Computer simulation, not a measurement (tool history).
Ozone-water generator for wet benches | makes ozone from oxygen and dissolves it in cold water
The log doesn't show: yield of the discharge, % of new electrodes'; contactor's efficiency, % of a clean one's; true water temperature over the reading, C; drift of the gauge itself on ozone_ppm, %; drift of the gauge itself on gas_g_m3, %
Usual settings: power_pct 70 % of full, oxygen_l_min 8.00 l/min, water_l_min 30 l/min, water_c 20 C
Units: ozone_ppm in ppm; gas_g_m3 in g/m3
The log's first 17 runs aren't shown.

run      day  power_pct  oxygen_l_min  water_l_min  water_c  hours of work since the electrodes were changed  hours of work since the contactor was cleaned  hours of work since the thermometer was calibrated  ozone_ppm  gas_g_m3
 18   86.342         70          4.58           30       20                                               76                                           3451                                                1661       17.2     257.0
 19   92.200         70          5.29           30       27                                              166                                           3541                                                1751       16.1     236.7
      93.362  -- contactor cleaned
 20   97.704         70          5.29           30       27                                              248                                             67                                                1833       15.6     237.6
 21  103.708         70          5.29           30       27                                              340                                            159                                                1925       15.6     236.0
 22  110.829         84          8.00           30       20                                              450                                            269                                                2035       19.3     211.3
     114.679  -- contactor cleaned, once more
 23  115.333         98          8.00           24       20                                              517                                             10                                                2102       27.1     230.0
 24  121.808         48          6.78           24       18                                              616                                            110                                                2201       18.8     169.4
 25  125.538         48          6.78           24       18                                              674                                            167                                                2259       18.7     169.8
 26  131.167         48          6.78           24       18                                              760                                            254                                                2345       18.5     169.6
 27  136.150         48          6.78           24       18                                              837                                            330                                                2422       18.7     168.4
 28  143.292         48          6.78           24       18                                              947                                            440                                                2532       18.2     167.2
 29  150.500         53         10.57           48       20                                             1058                                            551                                                2643       10.3     141.9
 30  157.062         59          5.86           28       28                                             1159                                            652                                                2744       15.3     197.1
 31  160.662         59          5.86           28       28                                             1214                                            708                                                2799       15.3     197.0
 32  167.412         59          5.86           28       28                                             1318                                            811                                                2903       15.2     196.6
     169.538  -- water thermometer calibrated
 33  170.579         59          5.86           28       28                                             1366                                            860                                                  16       15.3     195.8
 34  177.629         59          5.86           28       28                                             1475                                            968                                                 125       15.1     194.9

Forecast each of these 3 alternatives for the next run:
  A  184.500         70          8.20           30       19                                             1581                                           1074                                                 230          ?         ?
  B  184.500         41          8.00           44       22                                             1581                                           1074                                                 230          ?         ?
  C  184.500         50          4.36           28       28                                             1581                                           1074                                                 230          ?         ?

run  ozone_ppm  gas_g_m3
  A       17.8     180.0
  B        9.2     139.5
  C       13.6     207.4
Without the tool's hidden state the same runs would have given:
run  ozone_ppm  gas_g_m3
  A       19.5     193.4
  B        9.9     146.9
  C       14.7     220.1
